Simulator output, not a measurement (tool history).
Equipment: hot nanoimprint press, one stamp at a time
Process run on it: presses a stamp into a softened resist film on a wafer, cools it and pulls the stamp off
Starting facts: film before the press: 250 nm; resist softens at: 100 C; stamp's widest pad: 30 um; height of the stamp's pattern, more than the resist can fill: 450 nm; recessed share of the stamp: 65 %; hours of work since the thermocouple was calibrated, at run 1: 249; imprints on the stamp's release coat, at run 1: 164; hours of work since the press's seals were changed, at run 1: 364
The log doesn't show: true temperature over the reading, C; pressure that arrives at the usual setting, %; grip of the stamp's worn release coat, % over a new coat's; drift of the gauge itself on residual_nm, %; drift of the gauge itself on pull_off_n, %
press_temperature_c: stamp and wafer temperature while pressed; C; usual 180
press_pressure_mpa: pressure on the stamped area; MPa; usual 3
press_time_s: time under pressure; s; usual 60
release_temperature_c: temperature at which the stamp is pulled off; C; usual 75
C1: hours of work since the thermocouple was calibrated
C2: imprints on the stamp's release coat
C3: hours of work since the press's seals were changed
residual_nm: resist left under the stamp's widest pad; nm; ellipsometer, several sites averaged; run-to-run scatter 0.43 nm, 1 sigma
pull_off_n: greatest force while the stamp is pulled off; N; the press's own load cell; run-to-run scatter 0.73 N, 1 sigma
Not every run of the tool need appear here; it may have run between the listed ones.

Run 1, hour 0: usual settings; C1 249; C2 164; C3 364. Result: residual_nm 142.1 nm, pull_off_n 125.7 N.
Run 2, hour 8.4: usual settings; C1 254; C2 190; C3 369. Result: residual_nm 142.3 nm, pull_off_n 125 N.
Run 3, hour 21.5: usual settings but press_temperature_c 188 C; C1 262; C2 229; C3 377. Result: residual_nm 115.8 nm, pull_off_n 124.6 N.
Run 4, hour 41: usual settings but press_temperature_c 188 C, press_time_s 116 s; C1 274; C2 288; C3 388. Result: residual_nm 92.8 nm, pull_off_n 125.2 N.
Run 5, hour 57.9: usual settings but press_time_s 67 s; C1 284; C2 339; C3 399. Result: residual_nm 136.2 nm, pull_off_n 126.1 N.
Run 6, hour 72.8: usual settings but press_time_s 105 s; C1 293; C2 384; C3 408. Result: residual_nm 120.3 nm, pull_off_n 125.4 N.
Run 7, hour 89.8: usual settings but press_time_s 105 s; C1 303; C2 435; C3 418. Result: residual_nm 119.5 nm, pull_off_n 125.2 N.
Run 8, hour 108: usual settings but press_pressure_mpa 2.04 MPa; C1 314; C2 490; C3 429. Result: residual_nm 168.6 nm, pull_off_n 125.8 N.
Run 9, hour 118.1: usual settings; C1 320; C2 520; C3 435. Result: residual_nm 141.5 nm, pull_off_n 126.8 N.
Run 10, hour 133.3: usual settings but press_pressure_mpa 2.15 MPa; C1 330; C2 566; C3 444. Result: residual_nm 165.9 nm, pull_off_n 126.7 N.
Run 11, hour 149.8: usual settings but release_temperature_c 66 C; C1 340; C2 616; C3 454. Result: residual_nm 142 nm, pull_off_n 146.5 N.
Run 12, hour 160.8: usual settings but release_temperature_c 66 C; C1 346; C2 649; C3 461. Result: residual_nm 141.4 nm, pull_off_n 147.1 N.
Run 13, hour 174: usual settings but release_temperature_c 66 C; C1 354; C2 689; C3 469. Result: residual_nm 141 nm, pull_off_n 146.2 N.
At hour 185.4: plate thermocouple calibrated.
At hour 194.4: stamp cleaned and given a new release coat.
Run 14, hour 197.6: usual settings but press_temperature_c 183 C; C1 4; C2 10; C3 478. Result: residual_nm 130.9 nm, pull_off_n 127.3 N.
Run 15, hour 216.4: usual settings but release_temperature_c 71 C; C1 15; C2 66; C3 489. Result: residual_nm 141.5 nm, pull_off_n 137.4 N.
Run 16, hour 230.8: usual settings but press_temperature_c 184 C, release_temperature_c 71 C; C1 24; C2 110; C3 498. Result: residual_nm 128 nm, pull_off_n 136.9 N.
Run 17, hour 245.4: usual settings; C1 33; C2 154; C3 506. Result: residual_nm 142 nm, pull_off_n 128.6 N.
Run 18, hour 263.2: usual settings; C1 43; C2 207; C3 517. Result: residual_nm 141 nm, pull_off_n 127.1 N.
At hour 273: gauge calibrated.
Run 19, hour 274.9: usual settings but press_temperature_c 182 C, press_pressure_mpa 2.41 MPa, release_temperature_c 69 C; C1 50; C2 242; C3 524. Result: residual_nm 149.1 nm, pull_off_n 139 N.
Run 20, hour 292.5: usual settings but press_temperature_c 174 C, press_pressure_mpa 2.71 MPa, press_time_s 69 s, release_temperature_c 63 C; C1 61; C2 296; C3 535. Result: residual_nm 165.3 nm, pull_off_n 150.2 N.
Run 21, hour 309.8: usual settings but press_temperature_c 174 C, press_pressure_mpa 2.71 MPa, press_time_s 69 s, release_temperature_c 63 C; C1 72; C2 348; C3 545. Result: residual_nm 165.6 nm, pull_off_n 150.4 N.
Run 22, hour 328.9: usual settings but press_temperature_c 191 C, press_pressure_mpa 3.07 MPa, release_temperature_c 68 C; C1 83; C2 405; C3 557. Result: residual_nm 105.7 nm, pull_off_n 139.6 N.
Run 23, hour 338.7: usual settings but press_temperature_c 190 C, press_pressure_mpa 3.07 MPa, press_time_s 42 s, release_temperature_c 68 C; C1 89; C2 435; C3 563. Result: residual_nm 121.2 nm, pull_off_n 140.1 N.
Run 24, hour 352.5: usual settings but press_temperature_c 184 C, press_pressure_mpa 3.66 MPa; C1 97; C2 476; C3 571. Result: residual_nm 114 nm, pull_off_n 123.9 N.
Run 25, hour 360.8: usual settings but press_temperature_c 184 C, press_pressure_mpa 3.66 MPa; C1 102; C2 501; C3 576. Result: residual_nm 115.3 nm, pull_off_n 126.4 N.
Run 26, hour 373: usual settings but press_temperature_c 177 C, press_pressure_mpa 1.82 MPa, press_time_s 84 s, release_temperature_c 82 C; C1 110; C2 538; C3 583. Result: residual_nm 174.9 nm, pull_off_n 109.8 N.
Run 27, hour 389.4: usual settings but press_temperature_c 181 C, press_pressure_mpa 1.82 MPa, press_time_s 36 s, release_temperature_c 82 C; C1 120; C2 587; C3 593. Result: residual_nm 192.7 nm, pull_off_n 110.4 N.
Run 28, hour 407.9: usual settings but press_temperature_c 181 C, press_pressure_mpa 1.82 MPa, press_time_s 36 s, release_temperature_c 77 C; C1 131; C2 643; C3 605. Result: residual_nm 193.6 nm, pull_off_n 121.4 N.
Run 29, hour 422.7: usual settings but press_pressure_mpa 3.11 MPa, press_time_s 62 s, release_temperature_c 68 C; C1 140; C2 688; C3 613. Result: residual_nm 138.2 nm, pull_off_n 142 N.

Branching from run 29: 4 alternative next runs. What would each branch give?
At hour 440.9: stamp cleaned and given a new release coat.
Run A, hour 441.4: usual settings but press_temperature_c 170 C, press_time_s 87 s, release_temperature_c 68 C; C1 147; C2 2; C3 621. Result: residual_nm ?, pull_off_n ?.
At hour 440.9: stamp cleaned and given a new release coat.
Run B, hour 441.4: usual settings but press_pressure_mpa 4.35 MPa, press_time_s 77 s, release_temperature_c 74 C; C1 147; C2 2; C3 621. Result: residual_nm ?, pull_off_n ?.
At hour 440.9: stamp cleaned and given a new release coat.
Run C, hour 441.4: usual settings but press_pressure_mpa 4.15 MPa, press_time_s 62 s, release_temperature_c 68 C; C1 147; C2 2; C3 621. Result: residual_nm ?, pull_off_n ?.
At hour 440.9: stamp cleaned and given a new release coat.
Run D, hour 441.4: usual settings but press_pressure_mpa 1.96 MPa, press_time_s 70 s, release_temperature_c 68 C; C1 147; C2 2; C3 621. Result: residual_nm ?, pull_off_n ?.

run  residual_nm  pull_off_n
  A        164.8       141.9
  B        107.1       128.2
  C        117.7       142.2
  D        165.7       142.2
What these runs would have given with no unlogged condition in the tool:
run  residual_nm  pull_off_n
  A        164.7       139.4
  B          107       125.9
  C        117.6       139.7
  D        165.6       139.7
